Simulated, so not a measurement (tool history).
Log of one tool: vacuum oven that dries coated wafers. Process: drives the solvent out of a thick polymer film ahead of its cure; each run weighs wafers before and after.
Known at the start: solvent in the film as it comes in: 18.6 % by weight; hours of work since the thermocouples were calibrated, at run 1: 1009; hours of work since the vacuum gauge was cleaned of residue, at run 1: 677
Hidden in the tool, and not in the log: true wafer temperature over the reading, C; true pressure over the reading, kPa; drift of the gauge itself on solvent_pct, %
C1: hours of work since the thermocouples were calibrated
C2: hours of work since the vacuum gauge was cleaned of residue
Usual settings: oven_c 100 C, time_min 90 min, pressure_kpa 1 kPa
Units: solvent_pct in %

{"run": 1, "hour": 0.0, "oven_c": 100, "time_min": 90, "pressure_kpa": 1, "C1": 1009, "C2": 677, "solvent_pct": 1.37}
{"run": 2, "hour": 86.3, "oven_c": 100, "time_min": 90, "pressure_kpa": 1, "C1": 1069, "C2": 737, "solvent_pct": 1.34}
{"run": 3, "hour": 150.9, "oven_c": 100, "time_min": 90, "pressure_kpa": 1, "C1": 1114, "C2": 782, "solvent_pct": 1.39}
{"run": 4, "hour": 251.6, "oven_c": 100, "time_min": 90, "pressure_kpa": 1, "C1": 1185, "C2": 853, "solvent_pct": 1.36}
{"run": 5, "hour": 332.4, "oven_c": 100, "time_min": 90, "pressure_kpa": 1, "C1": 1241, "C2": 909, "solvent_pct": 1.42}
{"run": 6, "hour": 391.1, "oven_c": 100, "time_min": 90, "pressure_kpa": 1, "C1": 1282, "C2": 950, "solvent_pct": 1.42}
{"run": 7, "hour": 444.7, "oven_c": 100, "time_min": 90, "pressure_kpa": 1, "C1": 1319, "C2": 987, "solvent_pct": 1.38}
{"hour": 496.0, "done": "oven's thermocouples calibrated"}
{"run": 8, "hour": 550.2, "oven_c": 96, "time_min": 90, "pressure_kpa": 1, "C1": 38, "C2": 1060, "solvent_pct": 2.14}
{"run": 9, "hour": 652.0, "oven_c": 96, "time_min": 90, "pressure_kpa": 1, "C1": 109, "C2": 1131, "solvent_pct": 2.11}
{"hour": 740.4, "done": "oven's thermocouples calibrated, once more"}
{"run": 10, "hour": 740.4, "oven_c": 96, "time_min": 90, "pressure_kpa": 1, "C1": 0, "C2": 1191, "solvent_pct": 2.54}
{"run": 11, "hour": 803.6, "oven_c": 102, "time_min": 90, "pressure_kpa": 1, "C1": 44, "C2": 1235, "solvent_pct": 1.28}
{"run": 12, "hour": 885.6, "oven_c": 102, "time_min": 90, "pressure_kpa": 1, "C1": 101, "C2": 1292, "solvent_pct": 1.32}
{"run": 13, "hour": 971.3, "oven_c": 97, "time_min": 93, "pressure_kpa": 0.52, "C1": 161, "C2": 1352, "solvent_pct": 1.88}
{"run": 14, "hour": 1067.7, "oven_c": 89, "time_min": 47, "pressure_kpa": 0.78, "C1": 228, "C2": 1420, "solvent_pct": 8.11}
{"run": 15, "hour": 1133.2, "oven_c": 98, "time_min": 140, "pressure_kpa": 1, "C1": 274, "C2": 1465, "solvent_pct": 1.21}
{"run": 16, "hour": 1248.7, "oven_c": 98, "time_min": 140, "pressure_kpa": 0.61, "C1": 355, "C2": 1546, "solvent_pct": 1.05}
{"run": 17, "hour": 1337.9, "oven_c": 100, "time_min": 45, "pressure_kpa": 1, "C1": 417, "C2": 1608, "solvent_pct": 4.21}
{"run": 18, "hour": 1433.2, "oven_c": 100, "time_min": 45, "pressure_kpa": 1, "C1": 484, "C2": 1675, "solvent_pct": 4.11}
{"hour": 1477.1, "done": "vacuum gauge cleaned of residue and calibrated"}
{"run": 19, "hour": 1514.3, "oven_c": 100, "time_min": 157, "pressure_kpa": 0.67, "C1": 539, "C2": 26, "solvent_pct": 0.43}
{"run": 20, "hour": 1604.5, "oven_c": 100, "time_min": 157, "pressure_kpa": 0.67, "C1": 602, "C2": 89, "solvent_pct": 0.45}
{"run": 21, "hour": 1652.6, "oven_c": 100, "time_min": 157, "pressure_kpa": 0.67, "C1": 636, "C2": 122, "solvent_pct": 0.38}
{"run": 22, "hour": 1737.3, "oven_c": 100, "time_min": 157, "pressure_kpa": 0.67, "C1": 695, "C2": 182, "solvent_pct": 0.48}

3 ways to go on from here, each from the tool as it stands after run 22. What would each give?
{"run": "A", "hour": 1836.9, "oven_c": 100, "time_min": 67, "pressure_kpa": 0.67, "C1": 764, "C2": 251, "solvent_pct": "?"}
{"run": "B", "hour": 1836.9, "oven_c": 100, "time_min": 154, "pressure_kpa": 1.85, "C1": 764, "C2": 251, "solvent_pct": "?"}
{"run": "C", "hour": 1836.9, "oven_c": 100, "time_min": 138, "pressure_kpa": 2.68, "C1": 764, "C2": 251, "solvent_pct": "?"}

run=A solvent_pct=1.88
run=B solvent_pct=1.03
run=C solvent_pct=1.51
Without the tool's hidden state the same runs would have given:
run=A solvent_pct=2.25
run=B solvent_pct=1.08
run=C solvent_pct=1.61
